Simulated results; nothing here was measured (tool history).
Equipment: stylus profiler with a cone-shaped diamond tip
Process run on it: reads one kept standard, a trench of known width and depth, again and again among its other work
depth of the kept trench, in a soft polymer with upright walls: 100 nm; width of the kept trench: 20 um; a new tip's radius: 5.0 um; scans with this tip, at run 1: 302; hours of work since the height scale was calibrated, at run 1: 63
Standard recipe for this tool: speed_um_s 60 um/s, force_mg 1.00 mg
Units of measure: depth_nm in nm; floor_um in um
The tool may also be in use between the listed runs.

run   hour  speed_um_s  force_mg  scans with this tip  hours of work since the height scale was calibrated  depth_nm  floor_um
  1    0.0          60      1.00                  302                                                   63    100.41     17.67
  2   21.3          60      1.00                  355                                                   74    100.41     17.69
  3   38.2          60      1.00                  398                                                   83    100.46     17.70
  4   47.7          60      1.00                  421                                                   88    100.39     17.68
  5   67.3          60      1.00                  470                                                   98    100.41     17.62
  6   83.3          60      1.00                  510                                                  107    100.41     17.70
  7  102.0          60      1.00                  557                                                  116    100.39     17.68
  8  114.5          60      1.34                  588                                                  123    100.50     17.71
  9  131.8          60      1.34                  631                                                  132    100.46     17.63
 10  153.5          60      0.74                  685                                                  143    100.34     17.64
 11  175.3          60      0.74                  740                                                  154    100.31     17.61
 12  186.1         161      1.87                  766                                                  160    100.60     17.32
     188.3  -- height scale calibrated on a step standard
 13  207.4         161      1.87                  818                                                   10    100.59     17.34
 14  218.4         174      2.87                  846                                                   16    100.82     17.46
     223.2  -- height scale calibrated on a step standard, once more
 15  239.1          39      2.27                  896                                                    8    100.73     17.83
 16  254.6          17      1.00                  935                                                   16    100.43     17.83
 17  273.4          17      1.00                  982                                                   26    100.44     17.91
 18  293.5          21      0.54                 1032                                                   37    100.27     17.83
 19  310.4          56      1.02                 1074                                                   45    100.40     17.69
 20  330.1          41      0.39                 1123                                                   56    100.22     17.60

4 ways to go on from here, each from the tool as it stands after run 20. What would each give?
  A  349.4          41      0.39                 1171                                                   66         ?         ?
  B  349.4         237      0.82                 1171                                                   66         ?         ?
  C  349.4          31      1.03                 1171                                                   66         ?         ?
  D  349.4          17      1.00                 1171                                                   66         ?         ?

run  depth_nm  floor_um
  A    100.22     17.63
  B    100.37     16.58
  C    100.42     17.80
  D    100.43     17.88
With the hidden condition removed and each run's random variation left untouched, the same runs would have given:
run  depth_nm  floor_um
  A    100.22     17.67
  B    100.37     16.62
  C    100.43     17.84
  D    100.44     17.92
